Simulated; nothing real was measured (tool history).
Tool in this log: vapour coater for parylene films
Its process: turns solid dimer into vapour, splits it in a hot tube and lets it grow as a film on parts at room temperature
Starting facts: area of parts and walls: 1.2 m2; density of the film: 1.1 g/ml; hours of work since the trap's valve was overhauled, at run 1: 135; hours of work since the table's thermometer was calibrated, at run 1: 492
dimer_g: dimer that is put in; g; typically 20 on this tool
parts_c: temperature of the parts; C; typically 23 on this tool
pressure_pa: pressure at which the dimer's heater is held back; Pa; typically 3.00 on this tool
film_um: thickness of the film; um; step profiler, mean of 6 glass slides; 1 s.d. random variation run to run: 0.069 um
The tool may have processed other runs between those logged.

| run | hour | dimer_g | parts_c | pressure_pa | hours of work since the trap's valve was overhauled | hours of work since the table's thermometer was calibrated | film_um |
|---|---|---|---|---|---|---|---|
| 1 | 0.0 | 20 | 23 | 3.00 | 135 | 492 | 7.80 |
| 2 | 12.2 | 32 | 23 | 3.00 | 143 | 500 | 12.52 |
| 3 | 28.7 | 20 | 23 | 3.00 | 155 | 512 | 7.85 |
| 4 | 44.8 | 20 | 23 | 2.24 | 166 | 523 | 8.23 |
| 5 | 59.2 | 20 | 23 | 3.00 | 175 | 532 | 7.65 |
| 6 | 73.7 | 20 | 23 | 3.00 | 185 | 542 | 7.72 |
| 7 | 90.4 | 20 | 23 | 3.00 | 197 | 554 | 7.69 |
| 8 | 107.4 | 20 | 23 | 3.00 | 208 | 565 | 7.70 |
| 9 | 122.3 | 20 | 23 | 3.00 | 218 | 575 | 7.60 |
| 10 | 142.6 | 20 | 23 | 3.00 | 232 | 589 | 7.57 |
|  | 147.5 | trap's valve overhauled |
| 11 | 157.5 | 20 | 23 | 3.00 | 7 | 597 | 7.33 |
| 12 | 175.6 | 20 | 23 | 3.00 | 19 | 609 | 7.38 |
| 13 | 187.8 | 20 | 23 | 3.00 | 27 | 617 | 7.28 |

Run 14 has not been measured yet. What should we expect?
| 14 | 203.2 | 20 | 21 | 3.00 | 38 | 628 | ? |

film_um: 7.84 um
Were there no unlogged condition in the tool, this run, its random variation unchanged, would have produced film_um 8.74 um.
